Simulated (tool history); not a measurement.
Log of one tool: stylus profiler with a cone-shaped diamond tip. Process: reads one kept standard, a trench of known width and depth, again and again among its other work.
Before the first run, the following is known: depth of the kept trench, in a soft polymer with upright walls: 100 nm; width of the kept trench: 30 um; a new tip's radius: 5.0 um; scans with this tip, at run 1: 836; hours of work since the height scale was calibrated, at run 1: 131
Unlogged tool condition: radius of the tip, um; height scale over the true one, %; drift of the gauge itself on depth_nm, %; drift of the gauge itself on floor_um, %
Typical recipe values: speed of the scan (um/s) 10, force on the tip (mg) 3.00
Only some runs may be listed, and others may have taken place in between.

run,day,speed of the scan (um/s),force on the tip (mg),scans with this tip,hours of work since the height scale was calibrated,depth of the trench (angstrom),width of the trench's floor (nm)
1,0.000,10,3.00,836,131,1006.9,27920
2,0.567,10,3.00,895,140,1006.1,27930
3,1.179,10,3.59,958,150,1008.1,27940
4,1.600,10,3.00,1001,157,1006.3,27930
5,2.438,10,3.00,1088,170,1007.1,27910
6,3.117,10,3.00,1158,181,1007.4,27920
7,3.938,10,3.00,1243,195,1006.5,27930
8,4.725,6,3.00,1324,207,1007.0,27940
9,5.325,10,3.00,1386,217,1006.6,27870
10,6.154,34,3.00,1472,231,1006.9,27860
11,6.938,22,3.75,1553,243,1007.6,27820
12,7.308,7,4.43,1591,249,1008.5,27970
13,7.912,7,4.43,1653,259,1009.1,27920
14,8.754,4,8.60,1740,273,1013.4,27970
15,9.321,4,8.60,1799,282,1013.6,27880
16,9.762,26,4.94,1844,289,1009.4,27880
17,10.396,5,2.34,1910,299,1004.8,27900
18,10.758,5,2.34,1947,305,1004.9,27920
19,11.304,14,3.00,2004,314,1006.1,27880

Forecast each of these 3 alternatives for the next run:
A,11.671,3,2.89,2041,320,?,?
B,11.671,14,4.94,2041,320,?,?
C,11.671,14,3.75,2041,320,?,?

run,depth of the trench (angstrom),width of the trench's floor (nm)
A,1005.9,27910
B,1009.1,27940
C,1007.1,27910
Had the tool no hidden state, the same runs would have come out as:
run,depth of the trench (angstrom),width of the trench's floor (nm)
A,1006.4,28000
B,1009.7,28030
C,1007.7,27990
